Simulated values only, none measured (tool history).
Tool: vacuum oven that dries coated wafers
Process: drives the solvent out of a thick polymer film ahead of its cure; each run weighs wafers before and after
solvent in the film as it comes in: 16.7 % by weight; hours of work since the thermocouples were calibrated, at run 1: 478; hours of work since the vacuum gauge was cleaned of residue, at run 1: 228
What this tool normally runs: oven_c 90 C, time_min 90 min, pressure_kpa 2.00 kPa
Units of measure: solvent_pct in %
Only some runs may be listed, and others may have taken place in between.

run	day	oven_c	time_min	pressure_kpa	hours of work since the thermocouples were calibrated	hours of work since the vacuum gauge was cleaned of residue	solvent_pct
1	0.000	90	90	2.00	478	228	2.04
2	1.608	90	90	2.00	502	252	1.98
3	3.175	90	90	2.00	526	276	2.00
4	4.267	90	90	2.00	542	292	2.03
5	5.479	80	90	2.00	560	310	4.56
6	6.571	80	90	2.00	577	327	4.59
7	8.017	90	102	2.00	598	348	1.68
8	10.267	90	102	2.00	632	382	1.68
9	12.775	90	90	2.00	670	420	1.96
10	14.571	90	90	2.00	697	447	2.02
11	16.696	90	90	2.00	729	479	1.93
12	18.146	90	90	2.00	750	500	1.94
13	20.275	90	90	2.00	782	532	1.97
14	22.083	90	90	2.00	809	559	1.96
15	23.571	90	90	1.60	832	582	1.72
16	25.921	90	90	2.00	867	617	1.94
17	28.192	90	90	2.00	901	651	1.97
18	29.817	99	90	2.00	926	676	0.89
19	32.154	99	90	2.00	961	711	0.90
20	33.638	99	117	2.10	983	733	0.71
# day 33.917: vacuum gauge cleaned of residue and calibrated
21	35.429	99	117	2.10	1009	23	0.75
22	36.925	91	56	2.10	1031	45	3.21
# day 38.283: oven's thermocouples calibrated
23	39.117	87	81	1.33	12	77	3.19
24	41.429	95	81	1.33	47	112	1.47
25	43.625	95	81	1.33	80	145	1.51
# day 44.429: vacuum gauge cleaned of residue and calibrated, once more
26	44.775	95	81	1.33	97	5	1.33
27	46.717	95	81	1.33	126	34	1.28
28	48.658	95	81	1.33	155	64	1.27
29	49.825	86	81	2.72	172	81	3.78
30	50.892	90	90	1.20	188	97	1.85
31	52.408	90	56	3.14	211	120	4.34
32	53.654	78	123	1.34	230	138	3.64
33	55.883	90	89	1.20	263	172	1.84
34	57.938	90	93	5.32	294	203	3.34
35	59.742	90	93	5.32	321	230	3.42
36	61.621	77	56	2.00	349	258	7.77
37	63.233	85	147	1.78	374	282	1.69
38	64.742	88	139	7.17	396	305	3.87

Each row is a separate what-if for the run after 38, all from the same tool condition, not one after another. Results?
A	66.846	88	139	4.70	428	337	?
B	66.846	90	94	2.00	428	337	?
C	66.846	100	53	7.86	428	337	?
D	66.846	103	59	4.89	428	337	?

run	solvent_pct
A	2.78
B	1.98
C	3.42
D	1.86
Stripped of hidden state, with their random variation kept, the same runs would have yielded:
run	solvent_pct
A	2.82
B	2.03
C	3.50
D	1.90

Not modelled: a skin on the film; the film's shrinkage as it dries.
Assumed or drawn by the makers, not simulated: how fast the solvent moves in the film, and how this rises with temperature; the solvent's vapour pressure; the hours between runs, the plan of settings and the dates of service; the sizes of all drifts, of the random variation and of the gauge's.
